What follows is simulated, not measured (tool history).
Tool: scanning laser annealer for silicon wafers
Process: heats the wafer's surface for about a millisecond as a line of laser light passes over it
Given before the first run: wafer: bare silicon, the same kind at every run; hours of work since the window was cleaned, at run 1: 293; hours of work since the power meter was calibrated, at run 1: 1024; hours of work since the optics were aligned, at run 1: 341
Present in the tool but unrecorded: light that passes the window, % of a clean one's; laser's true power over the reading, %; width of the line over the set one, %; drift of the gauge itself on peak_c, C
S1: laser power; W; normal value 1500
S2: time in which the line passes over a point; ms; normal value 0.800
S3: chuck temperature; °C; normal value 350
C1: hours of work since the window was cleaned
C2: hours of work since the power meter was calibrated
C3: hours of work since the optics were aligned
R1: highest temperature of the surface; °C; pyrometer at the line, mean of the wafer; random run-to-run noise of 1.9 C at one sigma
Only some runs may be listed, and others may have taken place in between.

{"run": 1, "hour": 0.0, "S1": 1500, "S2": 0.8, "S3": 350, "C1": 293, "C2": 1024, "C3": 341, "R1": 1119}
{"run": 2, "hour": 30.8, "S1": 1500, "S2": 0.966, "S3": 350, "C1": 316, "C2": 1047, "C3": 364, "R1": 1203}
{"run": 3, "hour": 59.5, "S1": 1500, "S2": 0.966, "S3": 350, "C1": 337, "C2": 1068, "C3": 385, "R1": 1203}
{"run": 4, "hour": 80.8, "S1": 1455, "S2": 0.8, "S3": 350, "C1": 353, "C2": 1084, "C3": 401, "R1": 1097}
{"run": 5, "hour": 98.8, "S1": 1500, "S2": 0.8, "S3": 350, "C1": 366, "C2": 1097, "C3": 414, "R1": 1116}
{"run": 6, "hour": 126.2, "S1": 1500, "S2": 0.8, "S3": 340, "C1": 387, "C2": 1118, "C3": 435, "R1": 1107}
{"run": 7, "hour": 149.0, "S1": 1500, "S2": 0.8, "S3": 340, "C1": 404, "C2": 1135, "C3": 452, "R1": 1105}
{"run": 8, "hour": 167.1, "S1": 1500, "S2": 0.8, "S3": 340, "C1": 417, "C2": 1148, "C3": 465, "R1": 1108}
{"run": 9, "hour": 204.2, "S1": 1500, "S2": 0.8, "S3": 340, "C1": 445, "C2": 1176, "C3": 493, "R1": 1105}
{"run": 10, "hour": 224.2, "S1": 1500, "S2": 0.8, "S3": 340, "C1": 459, "C2": 1190, "C3": 507, "R1": 1108}
{"run": 11, "hour": 244.3, "S1": 1500, "S2": 0.8, "S3": 340, "C1": 474, "C2": 1205, "C3": 522, "R1": 1106}
{"run": 12, "hour": 267.9, "S1": 1312, "S2": 0.8, "S3": 340, "C1": 492, "C2": 1223, "C3": 540, "R1": 1017}
{"run": 13, "hour": 299.6, "S1": 1500, "S2": 0.8, "S3": 350, "C1": 515, "C2": 1246, "C3": 563, "R1": 1117}
{"run": 14, "hour": 331.3, "S1": 1500, "S2": 0.8, "S3": 328, "C1": 539, "C2": 1270, "C3": 587, "R1": 1099}
{"run": 15, "hour": 353.2, "S1": 1500, "S2": 0.8, "S3": 328, "C1": 555, "C2": 1286, "C3": 603, "R1": 1096}
{"run": 16, "hour": 395.6, "S1": 1500, "S2": 0.962, "S3": 350, "C1": 587, "C2": 1318, "C3": 635, "R1": 1200}
{"run": 17, "hour": 435.4, "S1": 1500, "S2": 0.8, "S3": 346, "C1": 616, "C2": 1347, "C3": 664, "R1": 1111}
{"run": 18, "hour": 472.0, "S1": 1307, "S2": 0.844, "S3": 379, "C1": 643, "C2": 1374, "C3": 691, "R1": 1076}
{"run": 19, "hour": 508.5, "S1": 1307, "S2": 0.844, "S3": 379, "C1": 671, "C2": 1402, "C3": 719, "R1": 1075}
{"hour": 513.6, "done": "window over the wafer cleaned"}
{"run": 20, "hour": 528.8, "S1": 1333, "S2": 0.844, "S3": 365, "C1": 11, "C2": 1415, "C3": 732, "R1": 1076}
{"run": 21, "hour": 549.2, "S1": 1356, "S2": 0.953, "S3": 354, "C1": 26, "C2": 1430, "C3": 747, "R1": 1126}
{"run": 22, "hour": 578.5, "S1": 1356, "S2": 0.953, "S3": 354, "C1": 48, "C2": 1452, "C3": 769, "R1": 1120}
{"hour": 624.3, "done": "optics aligned, line set to its width"}
{"run": 23, "hour": 624.3, "S1": 1500, "S2": 0.837, "S3": 332, "C1": 78, "C2": 1482, "C3": 0, "R1": 1121}
{"run": 24, "hour": 643.1, "S1": 1500, "S2": 0.837, "S3": 332, "C1": 92, "C2": 1496, "C3": 14, "R1": 1121}
{"run": 25, "hour": 677.7, "S1": 1504, "S2": 0.664, "S3": 331, "C1": 118, "C2": 1522, "C3": 40, "R1": 1025}
{"run": 26, "hour": 717.8, "S1": 1504, "S2": 0.941, "S3": 331, "C1": 148, "C2": 1552, "C3": 69, "R1": 1177}
{"run": 27, "hour": 748.3, "S1": 1415, "S2": 0.8, "S3": 350, "C1": 170, "C2": 1574, "C3": 92, "R1": 1079}
{"run": 28, "hour": 777.2, "S1": 1415, "S2": 0.8, "S3": 350, "C1": 192, "C2": 1596, "C3": 114, "R1": 1080}
{"run": 29, "hour": 796.3, "S1": 1415, "S2": 0.649, "S3": 342, "C1": 206, "C2": 1610, "C3": 128, "R1": 993}
{"run": 30, "hour": 814.2, "S1": 1312, "S2": 1.0, "S3": 322, "C1": 219, "C2": 1623, "C3": 141, "R1": 1088}
{"run": 31, "hour": 854.6, "S1": 1496, "S2": 0.762, "S3": 317, "C1": 249, "C2": 1653, "C3": 171, "R1": 1065}
{"run": 32, "hour": 889.3, "S1": 1496, "S2": 0.762, "S3": 317, "C1": 275, "C2": 1679, "C3": 197, "R1": 1064}
{"run": 33, "hour": 911.9, "S1": 1496, "S2": 0.72, "S3": 317, "C1": 292, "C2": 1696, "C3": 214, "R1": 1041}

How the hidden state differs across the entries between the runs, from the last listed run before each to the first after it:
Between runs 19 and 20: window over the wafer cleaned (hour 513.6)
  light that passes the window, % of a clean one's: 99.93 -> 100
Between runs 22 and 23: optics aligned, line set to its width (hour 624.3)
  width of the line over the set one, %: 0.03 -> 0
